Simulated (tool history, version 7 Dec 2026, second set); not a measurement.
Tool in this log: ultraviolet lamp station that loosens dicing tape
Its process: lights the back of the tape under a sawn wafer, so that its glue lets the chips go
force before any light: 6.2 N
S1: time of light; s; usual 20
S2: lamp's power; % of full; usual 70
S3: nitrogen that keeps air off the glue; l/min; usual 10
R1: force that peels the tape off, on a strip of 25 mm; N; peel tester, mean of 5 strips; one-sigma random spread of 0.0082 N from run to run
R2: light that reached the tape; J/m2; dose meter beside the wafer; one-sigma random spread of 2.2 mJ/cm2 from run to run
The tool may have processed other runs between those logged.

run	day	S1	S2	S3	R1	R2
1	0	20	70	10	0.318	1820
# day 0.717: window cleaned of glue's vapour
2	1.804	20	70	10	0.315	1870
3	2.746	20	70	10	0.328	1830
4	4.333	20	70	10	0.325	1840
5	5.883	20	70	10	0.337	1880
6	6.817	20	70	10	0.328	1840
7	8.625	20	70	10	0.324	1880
8	9.462	10	70	10	0.934	880
9	11.004	10	70	10	0.965	920
10	12.854	10	70	10	0.97	920
11	14.462	10	70	5	1.463	950
12	15.396	10	70	5	1.461	920
13	16.896	10	70	10	0.982	940
# day 17.196: window cleaned of glue's vapour
14	18.383	20	70	10	0.313	1880
15	20.062	20	70	10	0.323	1850
16	21.779	20	70	10	0.319	1840
17	23.538	20	70	10	0.321	1850
18	25.271	20	70	10	0.307	1840
19	26.3	20	72	10	0.315	1870
20	28.088	20	70	8	0.354	1820
21	29.654	20	70	8	0.358	1880
22	30.442	20	97	5	0.316	2550
23	31.475	20	97	5	0.301	2580
24	33.012	20	97	5	0.309	2560
# day 33.675: window cleaned of glue's vapour
25	34.892	14	70	5	0.863	1270
26	36.625	14	70	5	0.884	1290
27	38.121	25	86	5	0.28	2800
28	39.208	34	73	10	0.231	3300
29	40.312	20	79	10	0.296	2100
30	41.592	21	70	4	0.51	1950
# day 42.067: lamp changed
31	43.254	21	70	14	0.279	1910
32	44.517	14	71	10	0.538	1320
33	45.654	20	70	8	0.355	1850
34	47.129	38	67	8	0.242	3330
35	48.558	34	97	13	0.233	4330
# day 50.192: window cleaned of glue's vapour
36	50.275	33	94	13	0.234	4070
37	52.033	33	71	18	0.238	3120
38	53.004	33	71	18	0.221	3070
39	54.121	20	70	12	0.295	1830
40	55.642	21	73	10	0.312	2000
41	56.992	21	73	10	0.286	2030
42	58.012	11	68	3	1.795	990

3 options for the next run, each taken on its own from the tool as it stands now. Forecast them:
A	59.592	11	61	5	?	?
B	59.592	11	87	3	?	?
C	59.592	11	84	5	?	?

run	R1	R2
A	1.466	880
B	1.237	1260
C	0.98	1230
Without the tool's unlogged condition, the same runs would have read:
run	R1	R2
A	1.463	880
B	1.234	1260
C	0.978	1230
